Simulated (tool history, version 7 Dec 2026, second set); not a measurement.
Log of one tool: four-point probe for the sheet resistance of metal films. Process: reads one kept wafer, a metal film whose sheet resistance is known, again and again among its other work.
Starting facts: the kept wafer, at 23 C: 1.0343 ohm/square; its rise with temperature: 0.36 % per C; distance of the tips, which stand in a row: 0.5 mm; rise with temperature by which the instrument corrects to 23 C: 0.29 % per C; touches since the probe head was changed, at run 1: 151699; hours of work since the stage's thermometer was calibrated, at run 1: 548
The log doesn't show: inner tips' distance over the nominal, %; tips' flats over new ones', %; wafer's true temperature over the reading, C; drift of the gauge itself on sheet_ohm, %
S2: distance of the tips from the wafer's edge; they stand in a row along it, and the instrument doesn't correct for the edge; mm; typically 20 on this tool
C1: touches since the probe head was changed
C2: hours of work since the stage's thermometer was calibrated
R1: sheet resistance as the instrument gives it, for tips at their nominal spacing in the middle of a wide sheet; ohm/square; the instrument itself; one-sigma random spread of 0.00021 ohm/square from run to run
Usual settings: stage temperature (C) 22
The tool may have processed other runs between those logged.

run 1 hour=0 | stage_temperature_(C)=22 S2=20 | C1=151699 C2=548 | R1=1.016807
-- hour=58.4 new probe head fitted
run 2 hour=104.9 | stage_temperature_(C)=22 S2=20 | C1=3145 C2=627 | R1=1.034185
run 3 hour=200.1 | stage_temperature_(C)=22 S2=10 | C1=9591 C2=700 | R1=1.035004
run 4 hour=255 | stage_temperature_(C)=22 S2=10 | C1=13309 C2=742 | R1=1.034258
run 5 hour=324.4 | stage_temperature_(C)=22 S2=10 | C1=18010 C2=795 | R1=1.033755
run 6 hour=420.1 | stage_temperature_(C)=22 S2=10 | C1=24490 C2=868 | R1=1.033081
run 7 hour=546.1 | stage_temperature_(C)=22 S2=10 | C1=33028 C2=965 | R1=1.032087
run 8 hour=665.8 | stage_temperature_(C)=22 S2=25 | C1=41134 C2=1056 | R1=1.030354
run 9 hour=791.9 | stage_temperature_(C)=22 S2=25 | C1=49674 C2=1152 | R1=1.029163
run 10 hour=913.5 | stage_temperature_(C)=22 S2=20 | C1=57909 C2=1245 | R1=1.028539
run 11 hour=998.1 | stage_temperature_(C)=22 S2=20 | C1=63638 C2=1310 | R1=1.028019
run 12 hour=1094.4 | stage_temperature_(C)=22 S2=20 | C1=70157 C2=1383 | R1=1.027555
run 13 hour=1177.3 | stage_temperature_(C)=22 S2=20 | C1=75770 C2=1447 | R1=1.026503
run 14 hour=1271.5 | stage_temperature_(C)=22 S2=20 | C1=82148 C2=1519 | R1=1.025696
run 15 hour=1382.2 | stage_temperature_(C)=22 S2=39 | C1=89645 C2=1603 | R1=1.02511
run 16 hour=1462.9 | stage_temperature_(C)=22 S2=20 | C1=95112 C2=1665 | R1=1.024659
run 17 hour=1558.1 | stage_temperature_(C)=22 S2=20 | C1=101559 C2=1738 | R1=1.024182
run 18 hour=1675.5 | stage_temperature_(C)=31 S2=20 | C1=109514 C2=1828 | R1=1.029733
run 19 hour=1789.3 | stage_temperature_(C)=31 S2=20 | C1=117215 C2=1914 | R1=1.028789
run 20 hour=1859.5 | stage_temperature_(C)=31 S2=20 | C1=121970 C2=1968 | R1=1.028066
run 21 hour=1978 | stage_temperature_(C)=31 S2=20 | C1=129995 C2=2059 | R1=1.027539
run 22 hour=2042.7 | stage_temperature_(C)=21 S2=6 | C1=134375 C2=2108 | R1=1.022717
run 23 hour=2117.5 | stage_temperature_(C)=19 S2=42 | C1=139445 C2=2165 | R1=1.017376
run 24 hour=2183.3 | stage_temperature_(C)=21 S2=42 | C1=143901 C2=2216 | R1=1.018235
-- hour=2193.5 stage's thermometer calibrated
run 25 hour=2305.9 | stage_temperature_(C)=30 S2=7 | C1=152168 C2=86 | R1=1.02624
-- hour=2352.8 new probe head fitted
run 26 hour=2425 | stage_temperature_(C)=33 S2=20 | C1=4890 C2=176 | R1=1.040577
run 27 hour=2506 | stage_temperature_(C)=29 S2=5 | C1=10376 C2=238 | R1=1.04254
run 28 hour=2599.5 | stage_temperature_(C)=29 S2=5 | C1=16704 C2=309 | R1=1.041321
run 29 hour=2702.4 | stage_temperature_(C)=22 S2=11 | C1=23679 C2=388 | R1=1.031016
run 30 hour=2819.6 | stage_temperature_(C)=22 S2=11 | C1=31613 C2=478 | R1=1.030218
-- hour=2839.6 stage's thermometer calibrated, once more
run 31 hour=2932.6 | stage_temperature_(C)=28 S2=27 | C1=39235 C2=71 | R1=1.034664
run 32 hour=3004.8 | stage_temperature_(C)=22 S2=51 | C1=44121 C2=126 | R1=1.02966
run 33 hour=3119.7 | stage_temperature_(C)=22 S2=51 | C1=51903 C2=214 | R1=1.028814
run 34 hour=3190 | stage_temperature_(C)=31 S2=24 | C1=56666 C2=268 | R1=1.035323
run 35 hour=3313.6 | stage_temperature_(C)=25 S2=3 | C1=65031 C2=362 | R1=1.045174
run 36 hour=3397 | stage_temperature_(C)=25 S2=3 | C1=70681 C2=426 | R1=1.043896
run 37 hour=3486.6 | stage_temperature_(C)=22 S2=9 | C1=76751 C2=494 | R1=1.027559
run 38 hour=3574.4 | stage_temperature_(C)=22 S2=9 | C1=82695 C2=561 | R1=1.027053
run 39 hour=3670.1 | stage_temperature_(C)=21 S2=8 | C1=89176 C2=635 | R1=1.026616
run 40 hour=3776.7 | stage_temperature_(C)=21 S2=8 | C1=96395 C2=716 | R1=1.025502

Branching from run 40: 4 alternative next runs. What would each branch give?
run A hour=3846.6 | stage_temperature_(C)=21 S2=64 | C1=101129 C2=769 | R1=?
run B hour=3846.6 | stage_temperature_(C)=32 S2=17 | C1=101129 C2=769 | R1=?
run C hour=3846.6 | stage_temperature_(C)=27 S2=34 | C1=101129 C2=769 | R1=?
run D hour=3846.6 | stage_temperature_(C)=33 S2=4 | C1=101129 C2=769 | R1=?

run=A R1=1.022879
run=B R1=1.031309
run=C R1=1.027554
run=D R1=1.040321
With the hidden condition removed and each run's random variation left untouched, the same runs would have given:
run=A R1=1.032878
run=B R1=1.041373
run=C R1=1.037589
run=D R1=1.050466
